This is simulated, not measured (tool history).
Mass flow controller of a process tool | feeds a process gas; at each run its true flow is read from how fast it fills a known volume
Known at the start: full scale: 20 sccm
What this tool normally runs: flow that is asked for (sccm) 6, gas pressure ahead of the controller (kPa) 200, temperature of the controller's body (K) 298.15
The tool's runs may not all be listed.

run	hour	flow that is asked for (sccm)	gas pressure ahead of the controller (kPa)	temperature of the controller's body (K)	true flow (%)
1	0.0	6	200	298.15	98.13
2	83.4	6	193	298.15	98.14
3	134.2	6	193	298.15	97.98
4	214.1	6	193	298.15	98.03
5	299.7	6	193	298.15	98.10
6	376.9	6	200	298.15	98.16
7	420.9	6	151	298.15	97.84
8	525.2	6	151	298.15	97.86
9	616.6	6	151	298.15	97.80
10	668.2	6	147	298.15	97.95
11	742.3	6	147	298.15	97.76
12	847.6	6	200	298.15	97.98
13	947.5	6	200	298.15	98.15
14	1028.0	6	200	298.15	98.14
15	1124.7	6	200	298.15	98.29
16	1196.6	6	200	298.15	98.05
17	1294.3	6	200	298.15	98.07
18	1345.2	6	200	306.15	98.73
19	1434.7	6	228	306.15	98.77
20	1487.8	6	200	298.15	98.01
21	1588.8	6	200	298.15	98.04
# hour 1594.3: controller's zero set anew
22	1654.6	6	200	298.15	98.60
23	1754.8	6	200	298.15	98.71
24	1818.5	6	200	298.15	98.66
25	1870.8	6	259	298.15	98.82
26	1960.8	6	259	298.15	98.96
27	2036.2	4	200	298.15	99.13
# hour 2102.2: controller's zero set anew, once more
28	2102.2	4	200	298.15	96.99
29	2152.9	11	200	298.15	97.94
30	2251.0	11	159	297.15	97.56
31	2350.4	11	159	297.15	97.75
32	2399.8	11	159	297.15	97.65
33	2446.7	11	159	297.15	97.65
34	2540.2	11	159	297.15	97.57
35	2614.8	11	159	297.15	97.79
36	2686.2	11	159	297.15	97.64
37	2792.3	6	200	293.15	96.82
38	2894.6	3	220	299.15	96.97
39	2954.2	6	217	298.15	97.32
40	3016.0	6	217	298.15	97.24
41	3075.6	6	246	298.15	97.39
42	3144.4	9	233	294.15	97.41
43	3240.8	19	241	306.15	99.75
44	3303.0	6	261	302.15	97.75
45	3347.5	6	261	302.15	97.74
46	3440.7	6	261	302.15	97.77
47	3501.4	4	182	303.15	97.42
48	3554.7	16	162	298.15	98.50
49	3647.4	11	200	298.15	97.83

Forecast each of these 3 alternatives for the next run:
A	3700.8	11	166	296.15	?
B	3700.8	6	196	298.15	?
C	3700.8	11	181	295.15	?

run	true flow (%)
A	97.51
B	97.35
C	97.45
Had the tool no hidden state, the same runs would have come out as:
run	true flow (%)
A	98.26
B	97.90
C	98.21

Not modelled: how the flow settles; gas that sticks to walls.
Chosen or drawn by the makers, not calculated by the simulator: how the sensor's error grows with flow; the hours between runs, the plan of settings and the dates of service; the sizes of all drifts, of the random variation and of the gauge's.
